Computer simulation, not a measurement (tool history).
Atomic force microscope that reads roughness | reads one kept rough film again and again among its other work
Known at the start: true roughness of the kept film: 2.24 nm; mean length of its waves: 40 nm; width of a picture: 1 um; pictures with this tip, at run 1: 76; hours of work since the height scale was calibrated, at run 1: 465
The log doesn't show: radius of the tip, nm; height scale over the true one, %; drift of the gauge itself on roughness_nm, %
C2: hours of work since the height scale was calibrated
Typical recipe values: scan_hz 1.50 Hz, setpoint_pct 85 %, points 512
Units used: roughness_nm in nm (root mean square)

run 1 day=0.000 | scan_hz=1.50 setpoint_pct=85 points=512 | pictures_with_this_tip=76 C2=465 | roughness_nm=1.979
run 2 day=1.888 | scan_hz=1.50 setpoint_pct=85 points=512 | pictures_with_this_tip=135 C2=484 | roughness_nm=1.963
run 3 day=3.075 | scan_hz=1.50 setpoint_pct=85 points=512 | pictures_with_this_tip=173 C2=495 | roughness_nm=1.983
-- day=3.221 new tip fitted
run 4 day=5.000 | scan_hz=1.50 setpoint_pct=85 points=512 | pictures_with_this_tip=56 C2=514 | roughness_nm=1.987
run 5 day=6.808 | scan_hz=1.50 setpoint_pct=60 points=512 | pictures_with_this_tip=113 C2=532 | roughness_nm=2.129
-- day=8.862 new tip fitted
run 6 day=8.862 | scan_hz=0.51 setpoint_pct=85 points=512 | pictures_with_this_tip=0 C2=552 | roughness_nm=2.098
run 7 day=9.721 | scan_hz=0.51 setpoint_pct=85 points=512 | pictures_with_this_tip=27 C2=561 | roughness_nm=2.109
run 8 day=11.250 | scan_hz=1.50 setpoint_pct=85 points=512 | pictures_with_this_tip=75 C2=576 | roughness_nm=1.996
run 9 day=12.679 | scan_hz=1.50 setpoint_pct=85 points=512 | pictures_with_this_tip=120 C2=590 | roughness_nm=1.979
run 10 day=13.746 | scan_hz=1.50 setpoint_pct=85 points=512 | pictures_with_this_tip=153 C2=601 | roughness_nm=1.969
-- day=14.492 new tip fitted
run 11 day=15.338 | scan_hz=1.50 setpoint_pct=85 points=512 | pictures_with_this_tip=26 C2=616 | roughness_nm=1.985
run 12 day=17.204 | scan_hz=1.15 setpoint_pct=85 points=512 | pictures_with_this_tip=84 C2=635 | roughness_nm=2.020
run 13 day=18.496 | scan_hz=1.15 setpoint_pct=85 points=512 | pictures_with_this_tip=125 C2=648 | roughness_nm=2.011
-- day=20.158 new tip fitted
run 14 day=20.442 | scan_hz=1.15 setpoint_pct=85 points=512 | pictures_with_this_tip=9 C2=667 | roughness_nm=2.016
run 15 day=21.888 | scan_hz=1.31 setpoint_pct=71 points=301 | pictures_with_this_tip=54 C2=681 | roughness_nm=2.083
run 16 day=23.075 | scan_hz=1.11 setpoint_pct=57 points=346 | pictures_with_this_tip=92 C2=693 | roughness_nm=2.136
run 17 day=24.858 | scan_hz=0.59 setpoint_pct=85 points=819 | pictures_with_this_tip=147 C2=711 | roughness_nm=2.082
-- day=25.750 new tip fitted
run 18 day=26.812 | scan_hz=0.81 setpoint_pct=83 points=727 | pictures_with_this_tip=33 C2=730 | roughness_nm=2.072
run 19 day=27.683 | scan_hz=0.81 setpoint_pct=83 points=352 | pictures_with_this_tip=60 C2=738 | roughness_nm=2.068
run 20 day=28.954 | scan_hz=0.64 setpoint_pct=85 points=512 | pictures_with_this_tip=100 C2=751 | roughness_nm=2.077
run 21 day=29.900 | scan_hz=2.38 setpoint_pct=67 points=512 | pictures_with_this_tip=129 C2=760 | roughness_nm=2.049
-- day=31.429 new tip fitted
run 22 day=31.788 | scan_hz=2.38 setpoint_pct=67 points=512 | pictures_with_this_tip=11 C2=779 | roughness_nm=2.048
run 23 day=32.804 | scan_hz=2.38 setpoint_pct=67 points=512 | pictures_with_this_tip=43 C2=789 | roughness_nm=2.051
run 24 day=33.883 | scan_hz=2.71 setpoint_pct=78 points=302 | pictures_with_this_tip=76 C2=800 | roughness_nm=1.920
run 25 day=35.117 | scan_hz=1.56 setpoint_pct=60 points=512 | pictures_with_this_tip=115 C2=812 | roughness_nm=2.124
run 26 day=36.321 | scan_hz=1.67 setpoint_pct=85 points=545 | pictures_with_this_tip=152 C2=824 | roughness_nm=1.956
-- day=37.017 new tip fitted
run 27 day=38.250 | scan_hz=1.67 setpoint_pct=85 points=545 | pictures_with_this_tip=38 C2=843 | roughness_nm=1.952

4 options for the next run, each taken on its own from the tool as it stands now. Forecast them:
run A day=40.017 | scan_hz=0.65 setpoint_pct=79 points=545 | pictures_with_this_tip=93 C2=860 | roughness_nm=?
run B day=40.017 | scan_hz=1.67 setpoint_pct=85 points=332 | pictures_with_this_tip=93 C2=860 | roughness_nm=?
run C day=40.017 | scan_hz=1.50 setpoint_pct=73 points=512 | pictures_with_this_tip=93 C2=860 | roughness_nm=?
run D day=40.017 | scan_hz=1.67 setpoint_pct=74 points=545 | pictures_with_this_tip=93 C2=860 | roughness_nm=?

run=A roughness_nm=2.108
run=B roughness_nm=1.951
run=C roughness_nm=2.055
run=D roughness_nm=2.056
The same runs, with their run-to-run variation unchanged, on a tool lacking any hidden condition would have given:
run=A roughness_nm=2.111
run=B roughness_nm=1.954
run=C roughness_nm=2.058
run=D roughness_nm=2.059

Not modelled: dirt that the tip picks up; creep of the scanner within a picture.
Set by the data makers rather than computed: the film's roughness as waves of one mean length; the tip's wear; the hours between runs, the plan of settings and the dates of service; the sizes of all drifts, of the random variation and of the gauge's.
